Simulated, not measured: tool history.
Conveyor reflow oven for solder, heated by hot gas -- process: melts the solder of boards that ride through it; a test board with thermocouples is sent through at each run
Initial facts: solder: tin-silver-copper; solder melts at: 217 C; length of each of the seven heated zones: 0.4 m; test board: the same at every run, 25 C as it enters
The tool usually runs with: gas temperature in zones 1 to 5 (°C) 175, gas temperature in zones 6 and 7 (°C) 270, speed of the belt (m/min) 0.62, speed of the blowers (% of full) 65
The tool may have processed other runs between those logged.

| run | hour | gas temperature in zones 1 to 5 (°C) | gas temperature in zones 6 and 7 (°C) | speed of the belt (m/min) | speed of the blowers (% of full) | highest temperature of the board (°C) | time above the solder's melting point (s) |
|---|---|---|---|---|---|---|---|
| 1 | 0 | 175 | 270 | 0.62 | 65 | 263.3 | 66.5 |
| 2 | 11.8 | 175 | 270 | 0.62 | 65 | 263 | 67.2 |
|  | 28 | flux residue cleaned out of gas plates and filters |
| 3 | 36.2 | 166 | 270 | 0.62 | 65 | 263 | 64 |
| 4 | 54.1 | 175 | 270 | 0.62 | 65 | 263.9 | 66.8 |
| 5 | 72.7 | 175 | 270 | 0.62 | 65 | 263.7 | 67.5 |
| 6 | 83.1 | 175 | 270 | 0.62 | 65 | 264.3 | 66.9 |
| 7 | 91.5 | 175 | 270 | 0.62 | 65 | 264 | 67.7 |
| 8 | 110.4 | 175 | 270 | 0.62 | 65 | 263.8 | 67.9 |
| 9 | 119.1 | 175 | 270 | 0.62 | 65 | 263.4 | 67 |
| 10 | 132.2 | 175 | 270 | 0.62 | 66 | 263.7 | 67.3 |
| 11 | 147 | 175 | 270 | 0.62 | 66 | 263.6 | 67.6 |
| 12 | 157.4 | 175 | 258 | 0.62 | 65 | 252.6 | 60.7 |
|  | 162.3 | belt drive overhauled, speed set with a stopwatch |
| 13 | 175.2 | 175 | 258 | 0.62 | 65 | 253.2 | 61.5 |
| 14 | 186.1 | 175 | 258 | 0.62 | 65 | 252.9 | 61.7 |
|  | 200.7 | belt drive overhauled, speed set with a stopwatch, once more |
| 15 | 205.3 | 175 | 270 | 0.62 | 65 | 263.6 | 66.3 |
|  | 220.5 | thermocouples of zones 6 and 7 changed |
| 16 | 224 | 175 | 270 | 0.62 | 67 | 259.7 | 64.3 |
| 17 | 232.8 | 175 | 283 | 0.62 | 75 | 272.5 | 70.4 |
| 18 | 242.4 | 175 | 283 | 0.62 | 50 | 266.1 | 67.4 |
| 19 | 253.2 | 187 | 283 | 0.62 | 60 | 271.5 | 73.8 |
| 20 | 266.9 | 187 | 283 | 0.62 | 60 | 271.8 | 73.6 |
| 21 | 279 | 187 | 283 | 0.62 | 60 | 271.3 | 74.1 |
| 22 | 292.9 | 175 | 270 | 0.62 | 58 | 257.9 | 63.2 |
| 23 | 306.6 | 162 | 270 | 0.566 | 85 | 263.5 | 70.1 |
| 24 | 322.3 | 162 | 270 | 0.522 | 85 | 265 | 78 |
| 25 | 334.1 | 175 | 270 | 0.62 | 71 | 260.1 | 64.9 |
| 26 | 342.6 | 177 | 282 | 0.519 | 71 | 275.5 | 86.4 |
| 27 | 358.2 | 177 | 282 | 0.519 | 71 | 275.6 | 87.4 |
| 28 | 374.2 | 175 | 259 | 0.62 | 65 | 249.1 | 58.1 |
|  | 386 | flux residue cleaned out of gas plates and filters |
| 29 | 392 | 175 | 270 | 0.62 | 65 | 259.7 | 64.5 |
| 30 | 409 | 175 | 270 | 0.62 | 65 | 259.6 | 64.4 |
| 31 | 423 | 186 | 258 | 0.62 | 89 | 253.5 | 66.2 |

Forecast each of these 3 alternatives for the next run:
| A | 437 | 175 | 266 | 0.62 | 65 | ? | ? |
| B | 437 | 178 | 279 | 0.622 | 89 | ? | ? |
| C | 437 | 182 | 258 | 0.688 | 63 | ? | ? |

| run | highest temperature of the board (°C) | time above the solder's melting point (s) |
|---|---|---|
| A | 256.4 | 62.8 |
| B | 272.4 | 71.6 |
| C | 246.6 | 52.5 |
Without the tool's unlogged condition, the same runs would have read:
| run | highest temperature of the board (°C) | time above the solder's melting point (s) |
|---|---|---|
| A | 255.9 | 62.4 |
| B | 271.9 | 71.2 |
| C | 246.1 | 52 |

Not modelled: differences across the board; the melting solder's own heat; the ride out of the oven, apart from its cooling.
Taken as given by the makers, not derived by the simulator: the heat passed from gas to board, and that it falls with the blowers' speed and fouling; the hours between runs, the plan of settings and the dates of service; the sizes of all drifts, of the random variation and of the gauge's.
